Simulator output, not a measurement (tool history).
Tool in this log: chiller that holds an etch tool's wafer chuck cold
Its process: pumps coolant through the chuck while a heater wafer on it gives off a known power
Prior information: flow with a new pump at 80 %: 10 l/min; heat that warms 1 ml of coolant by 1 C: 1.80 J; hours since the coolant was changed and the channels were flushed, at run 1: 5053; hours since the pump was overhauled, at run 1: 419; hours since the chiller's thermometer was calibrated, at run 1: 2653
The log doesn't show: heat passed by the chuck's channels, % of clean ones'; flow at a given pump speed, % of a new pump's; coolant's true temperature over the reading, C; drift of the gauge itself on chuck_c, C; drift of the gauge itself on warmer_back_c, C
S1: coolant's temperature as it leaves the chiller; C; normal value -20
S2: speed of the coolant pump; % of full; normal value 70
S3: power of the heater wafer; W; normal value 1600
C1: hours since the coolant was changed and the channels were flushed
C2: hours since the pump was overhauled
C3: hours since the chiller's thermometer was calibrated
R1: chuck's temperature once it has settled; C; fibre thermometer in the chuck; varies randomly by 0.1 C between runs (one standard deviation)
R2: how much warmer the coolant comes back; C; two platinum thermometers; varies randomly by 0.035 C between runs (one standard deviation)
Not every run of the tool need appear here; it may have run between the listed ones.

Run 1, hour 0: usual settings; C1 5053; C2 419; C3 2653. Result: R1 -6 C, R2 6.26 C.
At hour 11.5: chiller's thermometer calibrated.
Run 2, hour 57.8: usual settings; C1 5109; C2 475; C3 46. Result: R1 -6.3 C, R2 6.16 C.
Run 3, hour 133.2: usual settings but S3 1696 W; C1 5185; C2 551; C3 122. Result: R1 -5.5 C, R2 6.59 C.
Run 4, hour 208.1: usual settings but S3 1696 W; C1 5260; C2 626; C3 197. Result: R1 -5.3 C, R2 6.62 C.
Run 5, hour 285.4: usual settings but S3 1696 W; C1 5337; C2 703; C3 274. Result: R1 -5.5 C, R2 6.58 C.
Run 6, hour 347.4: usual settings but S3 1696 W; C1 5399; C2 765; C3 336. Result: R1 -5.4 C, R2 6.56 C.
Run 7, hour 391.2: usual settings but S3 1696 W; C1 5443; C2 809; C3 380. Result: R1 -5.4 C, R2 6.57 C.
Run 8, hour 457.1: usual settings but S3 1696 W; C1 5509; C2 875; C3 446. Result: R1 -5.3 C, R2 6.63 C.
Run 9, hour 505.9: usual settings but S3 1696 W; C1 5557; C2 923; C3 494. Result: R1 -5.3 C, R2 6.56 C.
Run 10, hour 552.9: usual settings but S3 1696 W; C1 5604; C2 970; C3 541. Result: R1 -5.2 C, R2 6.66 C.
Run 11, hour 588: usual settings but S2 80 % of full; C1 5640; C2 1006; C3 577. Result: R1 -7.6 C, R2 5.45 C.
At hour 596.3: coolant pump overhauled.
Run 12, hour 650.8: usual settings but S2 80 % of full; C1 5697; C2 55; C3 634. Result: R1 -7.5 C, R2 5.45 C.
Run 13, hour 726.1: usual settings but S2 85 % of full; C1 5773; C2 130; C3 710. Result: R1 -8.2 C, R2 5.15 C.
Run 14, hour 768: usual settings but S3 1157 W; C1 5815; C2 172; C3 752. Result: R1 -9.7 C, R2 4.56 C.
Run 15, hour 824.2: usual settings but S3 1157 W; C1 5871; C2 228; C3 808. Result: R1 -9.8 C, R2 4.63 C.
Run 16, hour 875.7: usual settings but S2 66 % of full; C1 5922; C2 279; C3 859. Result: R1 -5.1 C, R2 6.71 C.
Run 17, hour 909.5: usual settings but S2 66 % of full; C1 5956; C2 313; C3 893. Result: R1 -5.1 C, R2 6.77 C.
Run 18, hour 974.2: usual settings but S2 66 % of full; C1 6021; C2 378; C3 958. Result: R1 -5 C, R2 6.72 C.
At hour 997.7: coolant pump overhauled, once more.
Run 19, hour 1021.5: usual settings but S1 -29 C, S3 1804 W; C1 6063; C2 24; C3 1000. Result: R1 -13.4 C, R2 6.94 C.
Run 20, hour 1083.9: usual settings but S1 -14 C, S2 75 % of full, S3 1377 W; C1 6125; C2 86; C3 1062. Result: R1 -2.8 C, R2 4.93 C.
Run 21, hour 1163: usual settings but S1 -14 C, S2 75 % of full, S3 1377 W; C1 6205; C2 165; C3 1141. Result: R1 -2.9 C, R2 4.89 C.
Run 22, hour 1209.6: usual settings but S1 -14 C, S2 75 % of full, S3 1627 W; C1 6251; C2 212; C3 1188. Result: R1 -0.9 C, R2 5.77 C.
Run 23, hour 1251.6: usual settings but S1 -14 C, S2 75 % of full, S3 1627 W; C1 6293; C2 254; C3 1230. Result: R1 -0.7 C, R2 5.85 C.
Run 24, hour 1310.7: usual settings but S1 -25 C, S2 75 % of full, S3 1466 W; C1 6352; C2 313; C3 1289. Result: R1 -12.9 C, R2 5.25 C.
Run 25, hour 1349.2: usual settings but S1 -25 C, S2 75 % of full, S3 1466 W; C1 6391; C2 352; C3 1328. Result: R1 -12.8 C, R2 5.25 C.

Run 26 is up next; what results do you expect?
Run 26, hour 1401.7: usual settings but S1 -25 C, S2 75 % of full, S3 1466 W; C1 6443; C2 404; C3 1380. Result: R1 ?, R2 ?.

Run 26 came out at R1 -13 C, R2 5.28 C.
The same run, on a tool lacking any hidden state, would have yielded R1 -13.9 C, R2 5.24 C.
